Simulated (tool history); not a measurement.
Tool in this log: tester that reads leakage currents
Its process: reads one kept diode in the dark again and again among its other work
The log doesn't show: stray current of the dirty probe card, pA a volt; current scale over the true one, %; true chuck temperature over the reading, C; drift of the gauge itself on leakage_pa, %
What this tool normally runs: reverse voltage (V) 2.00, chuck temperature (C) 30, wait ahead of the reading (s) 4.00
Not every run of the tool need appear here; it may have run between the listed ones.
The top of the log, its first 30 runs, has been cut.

| run | day | reverse voltage (V) | chuck temperature (C) | wait ahead of the reading (s) | hours of work since the probe card was cleaned | hours of work since the tester was calibrated | hours of work since the chuck was calibrated | current that the tester gives (pA) |
|---|---|---|---|---|---|---|---|---|
| 31 | 31.133 | 8.08 | 51 | 9.22 | 2210 | 713 | 63 | 554.38 |
| 32 | 31.767 | 8.08 | 51 | 9.22 | 2222 | 725 | 74 | 551.09 |
| 33 | 32.938 | 1.03 | 30 | 3.40 | 2244 | 747 | 96 | 54.67 |
| 34 | 33.596 | 2.63 | 31 | 4.00 | 2256 | 759 | 108 | 86.92 |
| 35 | 34.450 | 2.00 | 22 | 4.00 | 2272 | 775 | 124 | 39.47 |
| 36 | 35.417 | 2.07 | 38 | 5.71 | 2290 | 793 | 142 | 131.33 |
| 37 | 36.304 | 2.07 | 38 | 5.71 | 2306 | 809 | 159 | 131.33 |
| 38 | 37.054 | 17.60 | 30 | 4.00 | 2320 | 823 | 173 | 188.81 |
| 39 | 38.388 | 17.60 | 30 | 4.00 | 2345 | 848 | 197 | 189.07 |
| 40 | 39.296 | 4.96 | 25 | 2.17 | 2362 | 865 | 214 | 74.92 |

Below are 3 alternative next runs, each starting from the tool's condition after run 40. Predict each:
| A | 40.029 | 2.94 | 25 | 2.17 | 2376 | 878 | 228 | ? |
| B | 40.029 | 2.00 | 47 | 4.19 | 2376 | 878 | 228 | ? |
| C | 40.029 | 13.65 | 37 | 4.60 | 2376 | 878 | 228 | ? |

| run | current that the tester gives (pA) |
|---|---|
| A | 59.01 |
| B | 246.88 |
| C | 268.66 |
With no hidden state in the tool, these same runs would have given:
| run | current that the tester gives (pA) |
|---|---|
| A | 52.98 |
| B | 241.15 |
| C | 240.95 |

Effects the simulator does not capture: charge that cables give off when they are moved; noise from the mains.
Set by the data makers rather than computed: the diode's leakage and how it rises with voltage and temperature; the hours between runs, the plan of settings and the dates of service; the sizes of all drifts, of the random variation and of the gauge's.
